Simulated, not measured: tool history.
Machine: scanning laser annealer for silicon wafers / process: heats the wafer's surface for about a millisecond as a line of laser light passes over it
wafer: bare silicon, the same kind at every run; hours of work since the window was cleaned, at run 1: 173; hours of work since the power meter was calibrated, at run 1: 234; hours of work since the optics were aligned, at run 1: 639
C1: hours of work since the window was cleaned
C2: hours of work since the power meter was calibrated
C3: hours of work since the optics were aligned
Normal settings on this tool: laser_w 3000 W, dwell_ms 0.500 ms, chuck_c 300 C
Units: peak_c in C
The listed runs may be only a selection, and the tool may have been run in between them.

run 1 day=0.000 | laser_w=3000 dwell_ms=0.500 chuck_c=300 | C1=173 C2=234 C3=639 | peak_c=1039
run 2 day=0.279 | laser_w=3000 dwell_ms=0.512 chuck_c=300 | C1=178 C2=238 C3=643 | peak_c=1048
run 3 day=0.479 | laser_w=3000 dwell_ms=0.500 chuck_c=300 | C1=181 C2=241 C3=646 | peak_c=1038
run 4 day=0.733 | laser_w=3000 dwell_ms=0.500 chuck_c=300 | C1=185 C2=245 C3=650 | peak_c=1037
run 5 day=1.050 | laser_w=3000 dwell_ms=0.500 chuck_c=300 | C1=190 C2=250 C3=656 | peak_c=1037
run 6 day=1.258 | laser_w=3000 dwell_ms=0.500 chuck_c=300 | C1=193 C2=254 C3=659 | peak_c=1037
run 7 day=1.608 | laser_w=3000 dwell_ms=0.500 chuck_c=300 | C1=199 C2=259 C3=664 | peak_c=1038
run 8 day=1.917 | laser_w=3000 dwell_ms=0.500 chuck_c=300 | C1=204 C2=264 C3=669 | peak_c=1036
run 9 day=2.142 | laser_w=3273 dwell_ms=0.500 chuck_c=300 | C1=208 C2=268 C3=673 | peak_c=1102
run 10 day=2.388 | laser_w=3000 dwell_ms=0.500 chuck_c=300 | C1=211 C2=272 C3=677 | peak_c=1035
run 11 day=2.654 | laser_w=3000 dwell_ms=0.500 chuck_c=300 | C1=216 C2=276 C3=681 | peak_c=1038
run 12 day=2.971 | laser_w=3000 dwell_ms=0.500 chuck_c=300 | C1=221 C2=281 C3=686 | peak_c=1037
run 13 day=3.325 | laser_w=3000 dwell_ms=0.500 chuck_c=300 | C1=226 C2=287 C3=692 | peak_c=1034
run 14 day=3.508 | laser_w=3000 dwell_ms=0.500 chuck_c=300 | C1=229 C2=290 C3=695 | peak_c=1039
run 15 day=3.854 | laser_w=3000 dwell_ms=0.500 chuck_c=300 | C1=235 C2=295 C3=700 | peak_c=1032
run 16 day=4.238 | laser_w=3000 dwell_ms=0.500 chuck_c=300 | C1=241 C2=301 C3=706 | peak_c=1036
run 17 day=4.479 | laser_w=3000 dwell_ms=0.500 chuck_c=300 | C1=245 C2=305 C3=710 | peak_c=1030
-- day=4.862 optics aligned, line set to its width
run 18 day=5.054 | laser_w=3000 dwell_ms=0.500 chuck_c=300 | C1=251 C2=311 C3=3 | peak_c=1051
run 19 day=5.404 | laser_w=3000 dwell_ms=0.500 chuck_c=300 | C1=256 C2=317 C3=9 | peak_c=1047
run 20 day=5.679 | laser_w=3020 dwell_ms=0.500 chuck_c=300 | C1=261 C2=321 C3=13 | peak_c=1052
run 21 day=5.933 | laser_w=3020 dwell_ms=0.409 chuck_c=286 | C1=265 C2=325 C3=17 | peak_c=967
run 22 day=6.142 | laser_w=2932 dwell_ms=0.500 chuck_c=300 | C1=268 C2=328 C3=20 | peak_c=1031
run 23 day=6.346 | laser_w=3000 dwell_ms=0.571 chuck_c=300 | C1=271 C2=332 C3=24 | peak_c=1099
run 24 day=6.592 | laser_w=2911 dwell_ms=0.484 chuck_c=296 | C1=275 C2=336 C3=28 | peak_c=1010
run 25 day=6.854 | laser_w=2911 dwell_ms=0.418 chuck_c=325 | C1=279 C2=340 C3=32 | peak_c=987
run 26 day=7.096 | laser_w=3278 dwell_ms=0.401 chuck_c=325 | C1=283 C2=344 C3=36 | peak_c=1051
run 27 day=7.354 | laser_w=3249 dwell_ms=0.573 chuck_c=280 | C1=287 C2=348 C3=40 | peak_c=1142
run 28 day=7.533 | laser_w=3249 dwell_ms=0.573 chuck_c=280 | C1=290 C2=351 C3=43 | peak_c=1139
run 29 day=7.762 | laser_w=3249 dwell_ms=0.573 chuck_c=280 | C1=294 C2=354 C3=46 | peak_c=1139
run 30 day=7.942 | laser_w=2597 dwell_ms=0.500 chuck_c=312 | C1=297 C2=357 C3=49 | peak_c=959
run 31 day=8.262 | laser_w=3227 dwell_ms=0.500 chuck_c=312 | C1=302 C2=362 C3=54 | peak_c=1107
run 32 day=8.421 | laser_w=3227 dwell_ms=0.500 chuck_c=312 | C1=304 C2=365 C3=57 | peak_c=1107
run 33 day=8.621 | laser_w=2885 dwell_ms=0.434 chuck_c=289 | C1=308 C2=368 C3=60 | peak_c=957
run 34 day=9.008 | laser_w=2885 dwell_ms=0.434 chuck_c=289 | C1=314 C2=374 C3=66 | peak_c=959
run 35 day=9.388 | laser_w=2885 dwell_ms=0.434 chuck_c=289 | C1=320 C2=380 C3=72 | peak_c=958
run 36 day=9.667 | laser_w=3000 dwell_ms=0.433 chuck_c=291 | C1=324 C2=385 C3=77 | peak_c=981
run 37 day=9.983 | laser_w=2827 dwell_ms=0.588 chuck_c=311 | C1=329 C2=390 C3=82 | peak_c=1069
run 38 day=10.221 | laser_w=3178 dwell_ms=0.405 chuck_c=300 | C1=333 C2=394 C3=86 | peak_c=1007
run 39 day=10.425 | laser_w=3000 dwell_ms=0.513 chuck_c=300 | C1=336 C2=397 C3=89 | peak_c=1050
run 40 day=10.646 | laser_w=3000 dwell_ms=0.513 chuck_c=300 | C1=340 C2=400 C3=92 | peak_c=1052

Describe how what the log doesn't record of the tool's condition differs between the last listed run preceding each entry between runs and the first listed run following it.
From run 17 to run 18: optics aligned, line set to its width (day 4.862)
  light that passes the window, % of a clean one's: 97.53 -> 97.48; width of the line over the set one, %: 4.79 -> 0.17
  measured minus no-state result, peak_c: -33 -> -18 C

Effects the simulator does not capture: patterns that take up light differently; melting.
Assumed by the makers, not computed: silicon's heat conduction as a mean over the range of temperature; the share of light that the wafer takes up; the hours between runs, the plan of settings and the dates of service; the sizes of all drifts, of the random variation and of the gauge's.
